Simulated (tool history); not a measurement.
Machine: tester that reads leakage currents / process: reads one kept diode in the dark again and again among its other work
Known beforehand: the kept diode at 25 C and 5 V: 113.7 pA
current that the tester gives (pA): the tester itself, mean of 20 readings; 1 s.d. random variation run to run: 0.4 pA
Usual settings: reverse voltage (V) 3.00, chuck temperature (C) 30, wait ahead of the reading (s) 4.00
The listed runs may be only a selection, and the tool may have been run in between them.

run	hour	reverse voltage (V)	chuck temperature (C)	wait ahead of the reading (s)	current that the tester gives (pA)
1	0.0	3.00	30	4.00	130.12
2	263.9	3.00	30	0.75	131.74
3	420.3	3.00	30	0.75	132.72
4	560.7	3.00	30	0.51	133.30
5	830.1	3.00	30	0.51	134.56
6	968.2	3.00	30	0.51	133.76
7	1184.8	3.00	30	0.51	140.25
8	1415.4	3.00	23	4.00	73.92
9	1555.3	3.00	23	4.00	74.56
10	1826.6	3.00	23	4.00	75.74
11	2082.1	3.92	48	4.00	579.62
12	2214.5	3.92	48	4.00	575.27
13	2415.3	1.03	48	0.43	304.66
14	2567.6	1.03	48	0.43	301.19
15	2828.3	1.03	48	0.43	300.87
16	3037.2	1.03	20	0.62	35.65
17	3171.3	1.03	20	0.62	35.86
18	3362.0	1.03	51	9.64	386.31
19	3618.4	6.67	36	1.27	317.88

The log once held 6 entries between its listed runs, left out of this copy. Where does each go, and what is different about the tool's unlogged condition between the listed run before it and the listed run after it?
After run 6, before run 7: chuck's temperature calibrated (hour 987.2)
  stray current of the dirty probe card, pA a volt: 2.083 -> 2.344; current scale over the true one, %: -0.67 -> -0.69; true chuck temperature over the reading, C: -0.71 -> -0.11
  measured result minus the result with no hidden state, current that the tester gives (pA): -2.13 -> +4.77
After run 7, before run 8: tester calibrated (hour 1200.7); probe card cleaned and baked (hour 1353.9)
  stray current of the dirty probe card, pA a volt: 2.344 -> 0.096; current scale over the true one, %: -0.69 -> -0.79; true chuck temperature over the reading, C: -0.11 -> -0.18
  measured result minus the result with no hidden state, current that the tester gives (pA): +4.77 -> -1.51
After run 9, before run 10: tester calibrated, once more (hour 1714.2)
  stray current of the dirty probe card, pA a volt: 0.287 -> 0.62; current scale over the true one, %: -0.8 -> 0.09; true chuck temperature over the reading, C: -0.23 -> -0.31
  measured result minus the result with no hidden state, current that the tester gives (pA): -1.24 -> -0.07
After run 17, before run 18: chuck's temperature calibrated (hour 3271.1); probe card cleaned and baked (hour 3314.7)
  stray current of the dirty probe card, pA a volt: 2.312 -> 0.087; current scale over the true one, %: -0.06 -> -0.08; true chuck temperature over the reading, C: -0.72 -> 0.1
  measured result minus the result with no hidden state, current that the tester gives (pA): +0.24 -> +2.54
